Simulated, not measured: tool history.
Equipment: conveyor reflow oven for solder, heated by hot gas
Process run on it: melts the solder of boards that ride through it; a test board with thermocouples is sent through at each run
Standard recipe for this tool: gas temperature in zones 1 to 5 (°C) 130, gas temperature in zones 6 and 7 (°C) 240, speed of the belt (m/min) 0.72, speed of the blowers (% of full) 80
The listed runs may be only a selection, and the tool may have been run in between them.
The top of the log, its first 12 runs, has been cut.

run,hour,gas temperature in zones 1 to 5 (°C),gas temperature in zones 6 and 7 (°C),speed of the belt (m/min),speed of the blowers (% of full),highest temperature of the board (°C),time above the solder's melting point (s)
13,132.9,130,240,0.72,83,221.8,44.7
14,142.4,130,240,0.72,83,222.3,44.6
15,153.2,130,240,0.72,80,221.4,44.3
16,167.6,130,240,0.72,80,221.2,44.1
# hour 182.8: flux residue cleaned out of gas plates and filters
17,187.9,135,254,0.648,86,241.2,59.6
18,200,139,254,0.745,86,236.7,51.3
19,212.5,131,240,0.72,62,218.6,42.4
20,228.7,134,239,0.641,68,223.4,52.4
21,238,122,243,0.776,53,211.9,33
22,247.7,122,243,0.776,53,212.5,33
23,258.2,130,240,0.72,51,214.1,39.1
24,274.5,117,245,0.752,76,222.5,39.9
25,285.2,117,245,0.776,76,220.3,37.6
26,293.2,117,245,0.776,76,221,37.6
27,304.1,117,245,0.776,76,220.4,37.5
28,316.9,117,245,0.776,76,220.5,37.8
29,326.4,129,252,0.759,75,229.6,45.2
30,333.5,129,254,0.68,73,235,53.2

What if the next run were any one of these 3? Each begins from the tool's condition after run 30:
A,345.3,142,240,0.72,80,?,?
B,345.3,128,254,0.609,54,?,?
C,345.3,130,246,0.72,80,?,?

run,highest temperature of the board (°C),time above the solder's melting point (s)
A,224.3,48.6
B,233.3,58.7
C,227.5,47.2
What these runs would have given with no unlogged condition in the tool:
run,highest temperature of the board (°C),time above the solder's melting point (s)
A,225.9,49
B,234.7,59
C,229.2,47.7

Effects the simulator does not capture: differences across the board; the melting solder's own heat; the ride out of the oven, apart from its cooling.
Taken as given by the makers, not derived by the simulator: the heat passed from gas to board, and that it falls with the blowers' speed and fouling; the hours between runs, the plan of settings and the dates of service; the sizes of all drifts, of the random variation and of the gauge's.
